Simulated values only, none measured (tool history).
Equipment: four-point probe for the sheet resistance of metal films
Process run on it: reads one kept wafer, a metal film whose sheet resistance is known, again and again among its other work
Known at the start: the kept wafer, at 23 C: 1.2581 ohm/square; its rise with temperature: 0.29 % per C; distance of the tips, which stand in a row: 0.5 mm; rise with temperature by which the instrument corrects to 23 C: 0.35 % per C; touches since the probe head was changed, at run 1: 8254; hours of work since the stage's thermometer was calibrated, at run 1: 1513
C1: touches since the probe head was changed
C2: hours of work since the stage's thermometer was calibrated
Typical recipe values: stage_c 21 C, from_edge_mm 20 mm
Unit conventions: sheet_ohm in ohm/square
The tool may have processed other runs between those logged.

run 1 day=0.000 | stage_c=21 from_edge_mm=20 | C1=8254 C2=1513 | sheet_ohm=1.259360
run 2 day=0.438 | stage_c=21 from_edge_mm=53 | C1=8501 C2=1517 | sheet_ohm=1.258804
run 3 day=0.833 | stage_c=27 from_edge_mm=20 | C1=8726 C2=1521 | sheet_ohm=1.254820
run 4 day=1.375 | stage_c=27 from_edge_mm=20 | C1=9032 C2=1527 | sheet_ohm=1.255233
run 5 day=1.800 | stage_c=27 from_edge_mm=20 | C1=9271 C2=1531 | sheet_ohm=1.254949
run 6 day=2.433 | stage_c=27 from_edge_mm=20 | C1=9630 C2=1538 | sheet_ohm=1.255086
run 7 day=3.171 | stage_c=21 from_edge_mm=20 | C1=10046 C2=1545 | sheet_ohm=1.258970
run 8 day=3.904 | stage_c=21 from_edge_mm=20 | C1=10460 C2=1553 | sheet_ohm=1.258901
run 9 day=4.258 | stage_c=21 from_edge_mm=20 | C1=10660 C2=1557 | sheet_ohm=1.259199
run 10 day=4.875 | stage_c=21 from_edge_mm=20 | C1=11008 C2=1563 | sheet_ohm=1.258901
run 11 day=5.375 | stage_c=23 from_edge_mm=20 | C1=11291 C2=1568 | sheet_ohm=1.257456
run 12 day=5.700 | stage_c=21 from_edge_mm=20 | C1=11476 C2=1571 | sheet_ohm=1.259026
run 13 day=6.342 | stage_c=21 from_edge_mm=20 | C1=11837 C2=1578 | sheet_ohm=1.258543
run 14 day=6.962 | stage_c=28 from_edge_mm=26 | C1=12189 C2=1584 | sheet_ohm=1.254211
run 15 day=7.404 | stage_c=29 from_edge_mm=11 | C1=12438 C2=1589 | sheet_ohm=1.254176
run 16 day=8.100 | stage_c=25 from_edge_mm=11 | C1=12832 C2=1596 | sheet_ohm=1.257164
run 17 day=8.821 | stage_c=25 from_edge_mm=38 | C1=13239 C2=1604 | sheet_ohm=1.256241
run 18 day=9.346 | stage_c=26 from_edge_mm=20 | C1=13536 C2=1609 | sheet_ohm=1.255779
run 19 day=9.842 | stage_c=26 from_edge_mm=20 | C1=13815 C2=1614 | sheet_ohm=1.256033
run 20 day=10.488 | stage_c=20 from_edge_mm=16 | C1=14180 C2=1621 | sheet_ohm=1.260070
run 21 day=10.988 | stage_c=28 from_edge_mm=11 | C1=14463 C2=1626 | sheet_ohm=1.255023
run 22 day=11.733 | stage_c=28 from_edge_mm=11 | C1=14884 C2=1634 | sheet_ohm=1.255311
run 23 day=12.450 | stage_c=25 from_edge_mm=12 | C1=15289 C2=1641 | sheet_ohm=1.257243
run 24 day=13.150 | stage_c=25 from_edge_mm=12 | C1=15685 C2=1648 | sheet_ohm=1.257202

Predict each of these 5 candidate next runs independently; none follows another, all start after run 24:
run A day=13.762 | stage_c=31 from_edge_mm=18 | C1=16032 C2=1655 | sheet_ohm=?
run B day=13.762 | stage_c=25 from_edge_mm=4 | C1=16032 C2=1655 | sheet_ohm=?
run C day=13.762 | stage_c=27 from_edge_mm=4 | C1=16032 C2=1655 | sheet_ohm=?
run D day=13.762 | stage_c=26 from_edge_mm=12 | C1=16032 C2=1655 | sheet_ohm=?
run E day=13.762 | stage_c=21 from_edge_mm=5 | C1=16032 C2=1655 | sheet_ohm=?

run=A sheet_ohm=1.252158
run=B sheet_ohm=1.266189
run=C sheet_ohm=1.265212
run=D sheet_ohm=1.255779
run=E sheet_ohm=1.265366
With no hidden state in the tool, these same runs would have given:
run=A sheet_ohm=1.253188
run=B sheet_ohm=1.267198
run=C sheet_ohm=1.266231
run=D sheet_ohm=1.256787
run=E sheet_ohm=1.266355
